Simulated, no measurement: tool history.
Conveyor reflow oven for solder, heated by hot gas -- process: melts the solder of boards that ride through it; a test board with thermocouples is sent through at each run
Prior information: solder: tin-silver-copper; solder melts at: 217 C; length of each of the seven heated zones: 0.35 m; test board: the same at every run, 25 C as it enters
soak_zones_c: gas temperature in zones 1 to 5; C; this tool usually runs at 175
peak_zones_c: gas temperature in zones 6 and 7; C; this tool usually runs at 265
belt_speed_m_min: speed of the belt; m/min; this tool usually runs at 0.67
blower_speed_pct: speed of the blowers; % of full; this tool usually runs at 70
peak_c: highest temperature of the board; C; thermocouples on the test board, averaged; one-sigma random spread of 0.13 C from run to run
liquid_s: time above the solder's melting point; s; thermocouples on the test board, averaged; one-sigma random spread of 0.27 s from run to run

Run 1, hour 0: usual settings. Result: peak_c 246.1 C, liquid_s 42 s.
Run 2, hour 25.5: usual settings. Result: peak_c 246 C, liquid_s 41.8 s.
Run 3, hour 46.1: usual settings. Result: peak_c 246.1 C, liquid_s 42.5 s.
Run 4, hour 67: usual settings. Result: peak_c 246.1 C, liquid_s 42 s.
Run 5, hour 85.8: usual settings but blower_speed_pct 58 % of full. Result: peak_c 243 C, liquid_s 39.1 s.
Run 6, hour 96.7: usual settings but blower_speed_pct 58 % of full. Result: peak_c 242.6 C, liquid_s 38.7 s.
Run 7, hour 110.2: usual settings. Result: peak_c 245.9 C, liquid_s 42.2 s.
Run 8, hour 126.9: usual settings. Result: peak_c 246 C, liquid_s 42 s.
Run 9, hour 145.4: usual settings. Result: peak_c 246 C, liquid_s 41.8 s.
Run 10, hour 169.1: usual settings but peak_zones_c 269 C. Result: peak_c 249.1 C, liquid_s 44.4 s.
Run 11, hour 193.5: usual settings but belt_speed_m_min 0.664 m/min. Result: peak_c 246.3 C, liquid_s 42.9 s.
Run 12, hour 208.2: usual settings but belt_speed_m_min 0.664 m/min. Result: peak_c 246.2 C, liquid_s 42.5 s.
Run 13, hour 233.7: usual settings but soak_zones_c 164 C, peak_zones_c 258 C, belt_speed_m_min 0.793 m/min, blower_speed_pct 54 % of full. Result: peak_c 225.6 C, liquid_s 12.4 s.
Run 14, hour 248.4: usual settings but soak_zones_c 190 C, peak_zones_c 255 C, belt_speed_m_min 0.542 m/min, blower_speed_pct 50 % of full. Result: peak_c 243 C, liquid_s 57.3 s.
Run 15, hour 261.6: usual settings but soak_zones_c 176 C, peak_zones_c 264 C. Result: peak_c 245.2 C, liquid_s 42.2 s.
Run 16, hour 274.8: usual settings but soak_zones_c 176 C, peak_zones_c 264 C. Result: peak_c 245.3 C, liquid_s 42.1 s.
Run 17, hour 289.4: usual settings but soak_zones_c 161 C, blower_speed_pct 68 % of full. Result: peak_c 242.2 C, liquid_s 35 s.
At hour 294.9: belt drive overhauled, speed set with a stopwatch.
Run 18, hour 318.4: usual settings but soak_zones_c 165 C, blower_speed_pct 51 % of full. Result: peak_c 238.2 C, liquid_s 31.5 s.
At hour 336: thermocouples of zones 6 and 7 changed.
Run 19, hour 337.1: usual settings but soak_zones_c 165 C, belt_speed_m_min 0.648 m/min, blower_speed_pct 51 % of full. Result: peak_c 238.6 C, liquid_s 33.1 s.
At hour 346.1: belt drive overhauled, speed set with a stopwatch, once more.
Run 20, hour 354.7: usual settings but peak_zones_c 261 C, belt_speed_m_min 0.672 m/min, blower_speed_pct 50 % of full. Result: peak_c 235.4 C, liquid_s 30.8 s.
Run 21, hour 366.3: usual settings but soak_zones_c 173 C, peak_zones_c 258 C, belt_speed_m_min 0.608 m/min, blower_speed_pct 71 % of full. Result: peak_c 241.6 C, liquid_s 42.7 s.
Run 22, hour 384.1: usual settings but soak_zones_c 173 C, peak_zones_c 261 C, belt_speed_m_min 0.608 m/min, blower_speed_pct 84 % of full. Result: peak_c 246.4 C, liquid_s 47.4 s.
Run 23, hour 406.8: usual settings but soak_zones_c 170 C, belt_speed_m_min 0.633 m/min, blower_speed_pct 54 % of full. Result: peak_c 241.3 C, liquid_s 37.8 s.
At hour 417.8: flux residue cleaned out of gas plates and filters.
Run 24, hour 437.8: usual settings but soak_zones_c 170 C, peak_zones_c 263 C, belt_speed_m_min 0.633 m/min, blower_speed_pct 50 % of full. Result: peak_c 240 C, liquid_s 37.1 s.

Here are 5 independent what-if runs from the current tool condition. What would each one return?
Run A, hour 449.5: usual settings but soak_zones_c 188 C, peak_zones_c 263 C, belt_speed_m_min 0.634 m/min, blower_speed_pct 64 % of full. Result: peak_c ?, liquid_s ?.
Run B, hour 449.5: usual settings but soak_zones_c 170 C, peak_zones_c 263 C, belt_speed_m_min 0.633 m/min, blower_speed_pct 75 % of full. Result: peak_c ?, liquid_s ?.
Run C, hour 449.5: usual settings but soak_zones_c 176 C, belt_speed_m_min 0.779 m/min, blower_speed_pct 64 % of full. Result: peak_c ?, liquid_s ?.
Run D, hour 449.5: usual settings but soak_zones_c 171 C, peak_zones_c 263 C, belt_speed_m_min 0.633 m/min, blower_speed_pct 50 % of full. Result: peak_c ?, liquid_s ?.
Run E, hour 449.5: usual settings but peak_zones_c 256 C, belt_speed_m_min 0.601 m/min. Result: peak_c ?, liquid_s ?.

run  peak_c  liquid_s
  A   247.8      50.8
  B   246.5      44.2
  C   239.4      30.2
  D     240      37.3
  E   242.1      45.2
With the hidden condition removed and each run's random variation left untouched, the same runs would have given:
run  peak_c  liquid_s
  A   247.6      50.8
  B   246.4      44.2
  C   239.4      30.2
  D   239.9      37.3
  E     242      45.1
